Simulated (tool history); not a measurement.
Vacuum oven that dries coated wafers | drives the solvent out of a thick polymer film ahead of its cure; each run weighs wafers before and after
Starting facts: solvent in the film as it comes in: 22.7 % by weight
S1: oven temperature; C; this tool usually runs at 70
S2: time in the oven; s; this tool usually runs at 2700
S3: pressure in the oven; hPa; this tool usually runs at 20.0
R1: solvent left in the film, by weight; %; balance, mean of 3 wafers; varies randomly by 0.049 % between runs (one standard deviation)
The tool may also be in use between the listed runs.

run,hour,S1,S2,S3,R1
1,0.0,70,2700,20.0,1.51
2,32.3,70,2700,20.0,1.45
3,76.4,70,2700,20.0,1.53
4,108.7,70,2700,20.0,1.49
5,161.3,70,2700,20.0,1.58
6,191.3,70,2700,20.0,1.52
7,217.7,70,2700,20.0,1.55
8,258.3,70,2700,20.0,1.54
9,315.9,70,3180,20.0,1.16
10,350.4,70,3180,20.0,1.20
11,402.2,77,2700,20.0,0.48
12,461.3,77,1680,20.0,1.20
13,489.2,79,2700,20.0,0.40
14,550.1,79,2700,20.0,0.34
15,584.8,72,2700,20.0,1.23
16,648.1,70,2700,20.0,1.76
17,681.0,70,2700,20.0,1.64
18,730.8,70,2700,15.0,1.58
19,788.5,70,2700,15.0,1.62
20,829.7,70,2700,20.0,1.86
21,870.5,70,2700,20.0,1.77
22,905.1,57,2700,10.3,8.36
# hour 941.5: oven's thermocouples calibrated
23,946.4,62,4260,35.2,2.39
24,987.8,72,3900,17.1,0.50
25,1037.7,72,3900,17.1,0.58
26,1072.6,81,3900,17.1,0.26
27,1128.1,70,2220,19.0,1.75
28,1179.4,59,2220,19.0,7.08
29,1219.8,59,2220,19.0,7.05
30,1270.8,72,2700,45.8,1.48
31,1304.7,56,2700,19.9,7.93
32,1340.1,60,1740,13.1,8.18
33,1376.5,60,1740,13.1,8.12
34,1428.2,60,1740,13.1,8.29
35,1458.2,56,2700,20.0,8.10
36,1485.3,56,2700,20.0,8.10
37,1511.7,56,2700,20.0,7.84
38,1550.0,59,3720,20.0,4.24
39,1577.7,59,1680,13.1,9.28
40,1630.8,70,2700,52.3,2.05
41,1663.3,76,2700,12.1,0.34
42,1698.4,57,3720,48.7,6.42

Here are 4 independent what-if runs from the current tool condition. What would each one return?
A,1726.7,66,3840,12.1,?
B,1726.7,57,3720,26.0,?
C,1726.7,78,2520,27.6,?
D,1726.7,69,3720,70.3,?

run,R1
A,1.25
B,5.70
C,0.57
D,2.20
Stripped of hidden state, with their random variation kept, the same runs would have yielded:
run,R1
A,0.99
B,5.13
C,0.47
D,1.97
